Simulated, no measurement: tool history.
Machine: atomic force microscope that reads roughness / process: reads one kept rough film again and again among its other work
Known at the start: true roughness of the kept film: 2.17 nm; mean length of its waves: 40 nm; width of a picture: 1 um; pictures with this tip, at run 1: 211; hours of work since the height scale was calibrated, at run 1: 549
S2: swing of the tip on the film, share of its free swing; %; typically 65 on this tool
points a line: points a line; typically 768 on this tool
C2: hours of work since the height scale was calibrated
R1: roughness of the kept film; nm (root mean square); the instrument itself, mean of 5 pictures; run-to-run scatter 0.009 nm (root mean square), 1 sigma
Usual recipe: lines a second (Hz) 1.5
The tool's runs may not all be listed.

run 1 day=0 | lines_a_second_(Hz)=1.5 S2=65 points_a_line=768 | pictures_with_this_tip=211 C2=549 | R1=1.774
-- day=0.783 new tip fitted
run 2 day=2.804 | lines_a_second_(Hz)=1.5 S2=65 points_a_line=260 | pictures_with_this_tip=49 C2=586 | R1=1.928
run 3 day=6.246 | lines_a_second_(Hz)=1.5 S2=65 points_a_line=260 | pictures_with_this_tip=132 C2=632 | R1=1.857
run 4 day=8.058 | lines_a_second_(Hz)=1.5 S2=65 points_a_line=260 | pictures_with_this_tip=176 C2=655 | R1=1.826
-- day=10.229 new tip fitted
run 5 day=11.017 | lines_a_second_(Hz)=1.5 S2=65 points_a_line=260 | pictures_with_this_tip=19 C2=694 | R1=1.965
run 6 day=14.371 | lines_a_second_(Hz)=1.5 S2=63 points_a_line=260 | pictures_with_this_tip=100 C2=738 | R1=1.886
run 7 day=17.558 | lines_a_second_(Hz)=1.5 S2=63 points_a_line=260 | pictures_with_this_tip=177 C2=780 | R1=1.806
-- day=19.779 new tip fitted
run 8 day=20.008 | lines_a_second_(Hz)=1.5 S2=63 points_a_line=260 | pictures_with_this_tip=5 C2=813 | R1=1.971
run 9 day=23.412 | lines_a_second_(Hz)=0.75 S2=82 points_a_line=276 | pictures_with_this_tip=87 C2=857 | R1=1.866
run 10 day=26.254 | lines_a_second_(Hz)=0.74 S2=82 points_a_line=759 | pictures_with_this_tip=156 C2=895 | R1=1.812
run 11 day=28.538 | lines_a_second_(Hz)=1.11 S2=82 points_a_line=714 | pictures_with_this_tip=211 C2=925 | R1=1.739
-- day=29.25 new tip fitted
run 12 day=30.346 | lines_a_second_(Hz)=1.5 S2=55 points_a_line=750 | pictures_with_this_tip=26 C2=949 | R1=1.987
run 13 day=32.462 | lines_a_second_(Hz)=1.5 S2=67 points_a_line=627 | pictures_with_this_tip=77 C2=976 | R1=1.915
run 14 day=34.946 | lines_a_second_(Hz)=1.48 S2=60 points_a_line=799 | pictures_with_this_tip=137 C2=1009 | R1=1.872
run 15 day=37.367 | lines_a_second_(Hz)=1.9 S2=72 points_a_line=361 | pictures_with_this_tip=196 C2=1041 | R1=1.743

Hidden condition of the tool, last listed run before each entry between runs versus first listed run after:
Logged between run 1 and run 2: new tip fitted (day 0.783)
  radius of the tip, nm: 31.2 -> 12.6; height scale over the true one, %: -0.55 -> -0.58
  measured result minus the result with no hidden state, R1: -0.232 -> -0.068 nm (root mean square)
Logged between run 4 and run 5: new tip fitted (day 10.229)
  radius of the tip, nm: 25.7 -> 9; height scale over the true one, %: -0.64 -> -0.67
  measured result minus the result with no hidden state, R1: -0.189 -> -0.033 nm (root mean square)
Logged between run 7 and run 8: new tip fitted (day 19.779)
  radius of the tip, nm: 26 -> 8; height scale over the true one, %: -0.75 -> -0.78
  measured result minus the result with no hidden state, R1: -0.192 -> -0.026 nm (root mean square)
Logged between run 11 and run 12: new tip fitted (day 29.25)
  radius of the tip, nm: 29.5 -> 10.2; height scale over the true one, %: -0.87 -> -0.9
  measured result minus the result with no hidden state, R1: -0.219 -> -0.051 nm (root mean square)

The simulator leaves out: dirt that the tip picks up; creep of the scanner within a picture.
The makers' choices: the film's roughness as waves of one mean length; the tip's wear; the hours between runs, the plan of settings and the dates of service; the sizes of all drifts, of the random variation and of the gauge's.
